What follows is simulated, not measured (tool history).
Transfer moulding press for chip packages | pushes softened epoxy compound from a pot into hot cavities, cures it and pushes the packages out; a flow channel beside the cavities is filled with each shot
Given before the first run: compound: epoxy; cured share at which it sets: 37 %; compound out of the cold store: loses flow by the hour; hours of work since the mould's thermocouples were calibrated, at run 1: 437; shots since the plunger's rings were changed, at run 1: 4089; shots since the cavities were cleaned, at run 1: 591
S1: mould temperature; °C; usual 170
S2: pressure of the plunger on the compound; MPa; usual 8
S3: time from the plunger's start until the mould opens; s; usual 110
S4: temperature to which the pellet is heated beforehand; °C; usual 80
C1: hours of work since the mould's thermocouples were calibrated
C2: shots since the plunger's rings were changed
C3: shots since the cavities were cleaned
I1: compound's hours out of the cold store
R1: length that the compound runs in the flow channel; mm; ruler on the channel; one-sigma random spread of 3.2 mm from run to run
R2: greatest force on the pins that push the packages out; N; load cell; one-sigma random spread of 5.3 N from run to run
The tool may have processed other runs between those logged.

run     day   S1    S2   S3  S4   C1    C2   C3    I1   R1   R2
  1       0  170     8  110  80  437  4089  591  33.4  471  267
  2   1.025  170     8  110  80  447  4263  765  26.8  474  271
      1.171  -- cavities cleaned with cleaning compound and waxed
  3   2.342  170     8  110  72  460  4475  198  34.2  462  215
  4   3.288  170     8  110  72  470  4635  358  38.9  456  239
  5   3.967  170     8  110  80  477  4750  473    20  491  243
  6   4.754  170     8  109  80  485  4883  606     9  513  273
      5.846  -- cavities cleaned with cleaning compound and waxed
  7   5.846  170     8  109  80  496  5057    0  43.5  440  162
  8   6.542  170     8  110  75  503  5175  118  34.2  453  204
  9   7.933  169     8  110  80  518  5410  353  13.8  500  238
 10   8.558  169     8  110  80  524  5516  459  33.8  457  255
 11    9.25  169     8  110  80  531  5633  576  26.8  471  265
      9.475  -- plunger's sealing rings changed
 12  10.404  170     8  110  81  542   158  754  36.6  485  279
     10.629  -- cavities cleaned with cleaning compound and waxed
 13  11.662  170     8  110  81  555   360  175  17.6  520  216
 14  12.542  170     8  110  81  564   508  323    43  466  238
     12.742  -- mould's thermocouples calibrated
 15  13.371  170     8  110  81    7   635  450  26.2  502  245
 16  14.221  170  9.22  110  80   15   778  593  45.2  497  261
 17  14.867  170  9.22  110  80   22   888  703  46.5  495  275
     15.392  -- cavities cleaned with cleaning compound and waxed
 18  15.558  170  9.22  110  80   29   994   28  22.4  550  185
     15.858  -- mould's thermocouples calibrated, once more
 19   16.35  170  7.08  110  76    5  1114  148    12  492  205
 20  17.138  170  7.08  110  76   13  1247  281    11  500  235
 21  17.967  170   9.3  110  76   22  1387  421  18.9  551  243
 22  18.742  165     8  110  80   30  1519  553  11.9  534  305
 23  19.738  170  7.98  110  80   40  1687  721  33.5  476  265
     20.192  -- cavities cleaned with cleaning compound and waxed
 24  20.458  168  8.04  105  78   47  1799   45  47.9  452  187
 25  21.175  175  7.85  110  80   55  1920  166    46  441  202
 26  22.042  171  7.94  128  80   63  2067  313   8.3  525  209
 27  23.392  170     8   98  80   77  2295  541     8  528  274

4 ways to go on from here, each from the tool as it stands after run 27. What would each give?
  A  23.967  172   8.9   98  80  83  2392  638    10   ?   ?
  B  23.967  170     8  110  82  83  2392  638   9.9   ?   ?
  C  23.967  163     8  104  90  83  2392  638  37.6   ?   ?
  D  23.967  166  7.17   98  80  83  2392  638  47.8   ?   ?

run   R1   R2
  A  543  266
  B  524  260
  C  484  349
  D  432  309
Stripped of hidden state, with their random variation kept, the same runs would have yielded:
run   R1   R2
  A  563  178
  B  542  173
  C  502  235
  D  447  207
